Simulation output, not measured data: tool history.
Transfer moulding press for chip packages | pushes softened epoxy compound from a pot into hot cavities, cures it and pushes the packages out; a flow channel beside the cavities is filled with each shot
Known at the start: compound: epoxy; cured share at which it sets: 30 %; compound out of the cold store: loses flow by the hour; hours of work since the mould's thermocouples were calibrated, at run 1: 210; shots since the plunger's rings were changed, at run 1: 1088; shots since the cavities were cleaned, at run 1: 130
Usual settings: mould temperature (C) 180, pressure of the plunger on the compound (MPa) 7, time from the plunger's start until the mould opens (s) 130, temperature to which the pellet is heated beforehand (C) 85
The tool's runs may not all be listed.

| run | hour | mould temperature (C) | pressure of the plunger on the compound (MPa) | time from the plunger's start until the mould opens (s) | temperature to which the pellet is heated beforehand (C) | hours of work since the mould's thermocouples were calibrated | shots since the plunger's rings were changed | shots since the cavities were cleaned | incoming compound's hours out of the cold store | length that the compound runs in the flow channel (mm) | greatest force on the pins that push the packages out (N) |
|---|---|---|---|---|---|---|---|---|---|---|---|
| 1 | 0 | 180 | 7 | 130 | 85 | 210 | 1088 | 130 | 13.9 | 984 | 425 |
|  | 54.5 | cavities cleaned with cleaning compound and waxed |
| 2 | 73 | 180 | 7 | 130 | 85 | 262 | 1797 | 183 | 27.5 | 899 | 393 |
|  | 126.1 | cavities cleaned with cleaning compound and waxed |
| 3 | 143.9 | 180 | 7 | 130 | 85 | 313 | 2485 | 177 | 9.4 | 1010 | 423 |
|  | 195.1 | cavities cleaned with cleaning compound and waxed |
|  | 229.4 | plunger's sealing rings changed |
| 4 | 239.9 | 180 | 7 | 130 | 85 | 380 | 103 | 419 | 44.7 | 803 | 402 |
|  | 268 | cavities cleaned with cleaning compound and waxed |
| 5 | 297.7 | 175 | 7 | 130 | 85 | 421 | 661 | 294 | 35.2 | 864 | 518 |
|  | 334.9 | cavities cleaned with cleaning compound and waxed |
|  | 355.7 | mould's thermocouples calibrated |
| 6 | 371.4 | 180 | 7 | 130 | 85 | 11 | 1357 | 342 | 15.6 | 972 | 416 |
|  | 404.8 | cavities cleaned with cleaning compound and waxed |
| 7 | 446.2 | 180 | 7 | 130 | 85 | 65 | 2084 | 411 | 18.9 | 949 | 420 |
|  | 473.3 | cavities cleaned with cleaning compound and waxed |
| 8 | 518.1 | 180 | 7 | 130 | 85 | 117 | 2781 | 443 | 19.6 | 943 | 399 |
|  | 539.4 | cavities cleaned with cleaning compound and waxed |
|  | 577.1 | plunger's sealing rings changed |
|  | 610.2 | cavities cleaned with cleaning compound and waxed |
| 9 | 624 | 180 | 7 | 130 | 85 | 190 | 450 | 137 | 32.1 | 874 | 386 |
|  | 678.1 | cavities cleaned with cleaning compound and waxed |
| 10 | 678.6 | 180 | 7 | 130 | 85 | 229 | 976 | 5 | 30.6 | 880 | 391 |
|  | 746.7 | cavities cleaned with cleaning compound and waxed |
| 11 | 772.4 | 186 | 7 | 130 | 85 | 296 | 1891 | 255 | 10.8 | 986 | 332 |
|  | 815.9 | cavities cleaned with cleaning compound and waxed |
| 12 | 833.2 | 180 | 7 | 123 | 85 | 340 | 2478 | 171 | 16.8 | 967 | 437 |
|  | 886.3 | cavities cleaned with cleaning compound and waxed |
| 13 | 907.8 | 180 | 7 | 123 | 85 | 393 | 3203 | 213 | 37.5 | 846 | 416 |
|  | 925.5 | plunger's sealing rings changed |
|  | 955.9 | cavities cleaned with cleaning compound and waxed |
| 14 | 970.8 | 180 | 7 | 142 | 92 | 436 | 434 | 148 | 43.4 | 808 | 330 |
|  | 1001.7 | mould's thermocouples calibrated |
|  | 1027.3 | cavities cleaned with cleaning compound and waxed |
| 15 | 1046.4 | 181 | 7 | 155 | 85 | 32 | 1149 | 190 | 36.7 | 841 | 313 |
|  | 1095 | cavities cleaned with cleaning compound and waxed |
| 16 | 1123.3 | 181 | 7.34 | 155 | 76 | 87 | 1896 | 281 | 12.4 | 1019 | 327 |
|  | 1162.1 | cavities cleaned with cleaning compound and waxed |
| 17 | 1225.3 | 180 | 7 | 114 | 86 | 160 | 2892 | 627 | 36 | 852 | 518 |
|  | 1235.4 | cavities cleaned with cleaning compound and waxed |
|  | 1271.7 | plunger's sealing rings changed |
| 18 | 1284.4 | 179 | 7 | 130 | 90 | 200 | 126 | 461 | 40.9 | 827 | 409 |
|  | 1309.4 | cavities cleaned with cleaning compound and waxed |
| 19 | 1330.2 | 179 | 7 | 130 | 90 | 233 | 565 | 207 | 30.4 | 885 | 432 |
|  | 1379.4 | cavities cleaned with cleaning compound and waxed |
| 20 | 1379.4 | 179 | 7 | 130 | 90 | 268 | 1037 | 0 | 25.7 | 913 | 411 |
|  | 1452.9 | cavities cleaned with cleaning compound and waxed |
| 21 | 1458.8 | 175 | 5.87 | 130 | 85 | 325 | 1810 | 59 | 42.6 | 756 | 510 |
| 22 | 1512.7 | 175 | 5.87 | 159 | 84 | 364 | 2344 | 593 | 32 | 811 | 367 |
|  | 1520.6 | cavities cleaned with cleaning compound and waxed |
| 23 | 1562.7 | 185 | 5.87 | 159 | 84 | 400 | 2825 | 417 | 35.9 | 771 | 298 |
|  | 1588.2 | cavities cleaned with cleaning compound and waxed |
|  | 1614 | plunger's sealing rings changed |
| 24 | 1624.5 | 185 | 5.87 | 159 | 84 | 442 | 104 | 335 | 24.6 | 828 | 311 |
|  | 1653.1 | mould's thermocouples calibrated |
|  | 1659.2 | cavities cleaned with cleaning compound and waxed |
| 25 | 1691 | 179 | 8.17 | 113 | 90 | 27 | 728 | 315 | 16.4 | 1050 | 582 |
|  | 1726 | cavities cleaned with cleaning compound and waxed |
| 26 | 1751.6 | 179 | 8.17 | 113 | 90 | 70 | 1314 | 254 | 21.9 | 1010 | 549 |

4 ways to go on from here, each from the tool as it stands after run 26. What would each give?
|  | 1793.5 | cavities cleaned with cleaning compound and waxed |
| A | 1807.3 | 179 | 8.17 | 129 | 75 | 109 | 1851 | 137 | 27.6 | ? | ? |
|  | 1793.5 | cavities cleaned with cleaning compound and waxed |
| B | 1807.3 | 179 | 5.85 | 113 | 90 | 109 | 1851 | 137 | 39.7 | ? | ? |
|  | 1793.5 | cavities cleaned with cleaning compound and waxed |
| C | 1807.3 | 180 | 7 | 152 | 85 | 109 | 1851 | 137 | 14.9 | ? | ? |
|  | 1793.5 | cavities cleaned with cleaning compound and waxed |
| D | 1807.3 | 179 | 8.17 | 113 | 90 | 109 | 1851 | 137 | 43.5 | ? | ? |

| run | length that the compound runs in the flow channel (mm) | greatest force on the pins that push the packages out (N) |
|---|---|---|
| A | 974 | 433 |
| B | 764 | 517 |
| C | 978 | 340 |
| D | 879 | 519 |
Without the tool's hidden state the same runs would have given:
| run | length that the compound runs in the flow channel (mm) | greatest force on the pins that push the packages out (N) |
|---|---|---|
| A | 975 | 431 |
| B | 764 | 515 |
| C | 978 | 339 |
| D | 879 | 518 |
